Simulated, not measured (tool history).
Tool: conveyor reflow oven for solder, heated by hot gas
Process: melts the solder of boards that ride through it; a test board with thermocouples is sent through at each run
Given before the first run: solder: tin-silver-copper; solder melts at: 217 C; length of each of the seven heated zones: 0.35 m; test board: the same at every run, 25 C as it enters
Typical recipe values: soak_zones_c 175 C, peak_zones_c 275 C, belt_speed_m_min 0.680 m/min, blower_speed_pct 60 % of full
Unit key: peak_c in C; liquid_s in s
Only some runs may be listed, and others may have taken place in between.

Run 1, hour 0.0: usual settings. Result: peak_c 260.9 C, liquid_s 51.7 s.
Run 2, hour 44.9: usual settings. Result: peak_c 261.1 C, liquid_s 51.8 s.
Run 3, hour 77.0: usual settings. Result: peak_c 261.1 C, liquid_s 52.0 s.
Run 4, hour 110.0: usual settings. Result: peak_c 260.6 C, liquid_s 50.9 s.
Run 5, hour 157.7: usual settings but belt_speed_m_min 0.556 m/min. Result: peak_c 266.4 C, liquid_s 66.9 s.
Run 6, hour 222.3: usual settings but belt_speed_m_min 0.556 m/min, blower_speed_pct 70 % of full. Result: peak_c 268.3 C, liquid_s 67.6 s.
Run 7, hour 291.0: usual settings but belt_speed_m_min 0.556 m/min, blower_speed_pct 70 % of full. Result: peak_c 267.8 C, liquid_s 67.7 s.
Run 8, hour 330.1: usual settings but belt_speed_m_min 0.556 m/min, blower_speed_pct 70 % of full. Result: peak_c 268.0 C, liquid_s 67.7 s.
Run 9, hour 386.9: usual settings but soak_zones_c 165 C, blower_speed_pct 54 % of full. Result: peak_c 256.5 C, liquid_s 46.6 s.
Run 10, hour 453.5: usual settings but soak_zones_c 165 C, blower_speed_pct 54 % of full. Result: peak_c 256.0 C, liquid_s 46.5 s.
At hour 461.1: belt drive overhauled, speed set with a stopwatch.
Run 11, hour 531.9: usual settings but soak_zones_c 165 C, peak_zones_c 278 C, blower_speed_pct 64 % of full. Result: peak_c 262.2 C, liquid_s 49.8 s.
At hour 576.0: flux residue cleaned out of gas plates and filters.
Run 12, hour 587.8: usual settings but soak_zones_c 183 C, peak_zones_c 278 C, belt_speed_m_min 0.770 m/min, blower_speed_pct 64 % of full. Result: peak_c 263.2 C, liquid_s 48.6 s.
At hour 636.1: belt drive overhauled, speed set with a stopwatch, once more.
Run 13, hour 647.6: usual settings but soak_zones_c 183 C, peak_zones_c 278 C, belt_speed_m_min 0.764 m/min, blower_speed_pct 76 % of full. Result: peak_c 265.7 C, liquid_s 49.5 s.
Run 14, hour 721.1: usual settings but soak_zones_c 183 C, peak_zones_c 278 C, belt_speed_m_min 0.764 m/min, blower_speed_pct 76 % of full. Result: peak_c 266.0 C, liquid_s 49.6 s.
Run 15, hour 763.4: usual settings but soak_zones_c 183 C, peak_zones_c 278 C, belt_speed_m_min 0.764 m/min, blower_speed_pct 76 % of full. Result: peak_c 265.3 C, liquid_s 49.4 s.
Run 16, hour 817.9: usual settings but soak_zones_c 167 C, peak_zones_c 269 C. Result: peak_c 255.1 C, liquid_s 46.2 s.

Pick out some run-to-run changes in peak_c. Of each, how much would a tool without hidden state show as well, from the settings, what came in and chance, and how much is left for the hidden state and any gauge scatter not in both results compared?
Hidden state present: heat that the gas passes to the board, % of a clean oven's; belt's true speed, % of the reading; true gas temperature in zones 6 and 7 over the reading, C; drift of the gauge itself on peak_c, C; drift of the gauge itself on liquid_s, %.
Run 8 -> 9: soak_zones_c 175 -> 165, belt_speed_m_min 0.556 -> 0.680, blower_speed_pct 70 -> 54. peak_c -11.5 C: hidden state -0.6, all else -10.9.
Run 11 -> 12: soak_zones_c 165 -> 183, belt_speed_m_min 0.680 -> 0.770, flux residue cleaned out of gas plates and filters. peak_c +1.0 C: hidden state +3.1, all else -2.1.

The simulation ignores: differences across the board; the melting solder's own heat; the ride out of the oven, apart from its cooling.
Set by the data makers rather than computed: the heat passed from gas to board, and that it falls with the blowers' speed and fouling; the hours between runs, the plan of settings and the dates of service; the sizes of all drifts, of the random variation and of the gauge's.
